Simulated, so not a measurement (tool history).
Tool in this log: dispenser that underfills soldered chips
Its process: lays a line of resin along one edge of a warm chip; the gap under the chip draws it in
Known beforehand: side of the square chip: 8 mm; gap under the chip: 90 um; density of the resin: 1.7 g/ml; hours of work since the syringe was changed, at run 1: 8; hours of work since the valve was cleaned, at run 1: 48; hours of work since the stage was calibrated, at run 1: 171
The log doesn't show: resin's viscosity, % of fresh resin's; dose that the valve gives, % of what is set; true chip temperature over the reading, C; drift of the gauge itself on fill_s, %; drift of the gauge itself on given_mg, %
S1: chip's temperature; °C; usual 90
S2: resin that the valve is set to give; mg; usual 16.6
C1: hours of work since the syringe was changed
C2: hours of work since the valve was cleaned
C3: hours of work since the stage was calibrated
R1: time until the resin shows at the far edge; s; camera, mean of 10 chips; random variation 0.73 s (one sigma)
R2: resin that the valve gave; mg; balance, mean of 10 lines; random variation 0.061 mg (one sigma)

run,day,S1,S2,C1,C2,C3,R1,R2
1,0.000,90,16.6,8,48,171,93.2,16.17
# day 0.046: new syringe of resin
2,0.162,90,19.5,2,51,174,68.8,18.78
3,0.388,90,19.5,6,55,178,83.5,18.92
# day 0.521: new syringe of resin
4,0.600,90,19.5,1,59,181,67.6,18.74
5,0.908,90,19.5,7,65,187,90.0,18.66
# day 0.996: new syringe of resin
# day 1.112: dispensing valve cleaned and set on the balance
6,1.258,90,18.6,4,3,193,75.5,18.65
7,1.442,90,20.9,7,6,196,88.5,21.05
# day 1.508: new syringe of resin
8,1.638,90,16.6,2,9,199,70.5,16.60
9,1.896,90,16.6,7,14,204,87.0,16.45
# day 2.000: new syringe of resin
10,2.067,90,16.6,1,17,207,67.3,16.54
11,2.250,104,16.6,5,21,211,48.7,16.40
# day 2.488: new syringe of resin
12,2.529,104,16.6,1,25,215,39.5,16.40
13,2.858,104,16.6,7,32,222,53.1,16.38
# day 2.975: new syringe of resin
14,3.142,97,16.6,3,37,227,55.2,16.35
15,3.388,97,16.6,8,41,231,69.3,16.31
# day 3.458: new syringe of resin
16,3.650,97,16.6,4,46,236,57.1,16.25
17,3.838,97,15.6,7,49,239,67.9,15.21
# day 3.929: new syringe of resin
18,4.196,97,15.6,5,56,246,61.7,15.12
# day 4.404: new syringe of resin
19,4.450,91,14.2,1,60,250,63.5,13.67
20,4.692,91,14.2,5,65,255,79.7,13.73
# day 4.888: dispensing valve cleaned and set on the balance
# day 4.917: new syringe of resin
21,5.033,104,17.7,2,2,260,42.3,17.69
22,5.371,97,17.5,8,9,266,69.9,17.32
# day 5.404: new syringe of resin
23,5.721,78,15.1,6,15,272,127.8,15.03
# day 5.871: new syringe of resin
24,6.012,83,16.8,3,20,278,88.2,16.54
# day 6.354: new syringe of resin
25,6.358,98,16.0,0,26,284,46.6,15.70
26,6.621,92,19.6,5,31,289,71.6,19.23
# day 6.846: new syringe of resin
27,6.888,96,15.9,1,36,293,52.9,15.61
28,7.125,102,16.6,5,40,298,51.8,16.23
# day 7.338: new syringe of resin
29,7.362,86,19.2,0,44,302,73.0,18.72
30,7.688,86,19.2,6,50,308,94.6,18.45
# day 7.808: new syringe of resin
31,8.042,90,16.5,4,57,314,74.8,15.94
# day 8.288: new syringe of resin
32,8.383,103,17.5,2,63,320,40.5,16.80
# day 8.683: dispensing valve cleaned and set on the balance
33,8.775,76,19.4,8,2,327,146.9,19.38
# day 8.812: new syringe of resin
34,8.988,90,19.9,3,5,330,68.9,19.90
35,9.188,105,16.9,7,9,334,49.4,16.86

Each run again, without the hidden state but with its own random variation kept:
run,R1,R2
1,66.2,16.66
2,65.3,19.40
3,65.4,19.58
4,65.1,19.44
5,66.3,19.43
6,65.6,18.64
7,65.6,21.07
8,66.6,16.65
9,65.6,16.55
10,66.1,16.66
11,40.5,16.55
12,40.4,16.61
13,40.9,16.65
14,51.4,16.67
15,52.3,16.67
16,51.4,16.65
17,51.8,15.62
18,51.9,15.59
19,64.4,14.13
20,65.7,14.24
21,41.5,17.72
22,51.4,17.42
23,103.7,15.17
24,83.8,16.75
25,49.6,15.96
26,61.1,19.60
27,54.5,15.96
28,43.3,16.63
29,76.9,19.24
30,75.4,19.04
31,66.1,16.52
32,40.7,17.47
33,110.9,19.34
34,65.5,19.91
35,39.4,16.91

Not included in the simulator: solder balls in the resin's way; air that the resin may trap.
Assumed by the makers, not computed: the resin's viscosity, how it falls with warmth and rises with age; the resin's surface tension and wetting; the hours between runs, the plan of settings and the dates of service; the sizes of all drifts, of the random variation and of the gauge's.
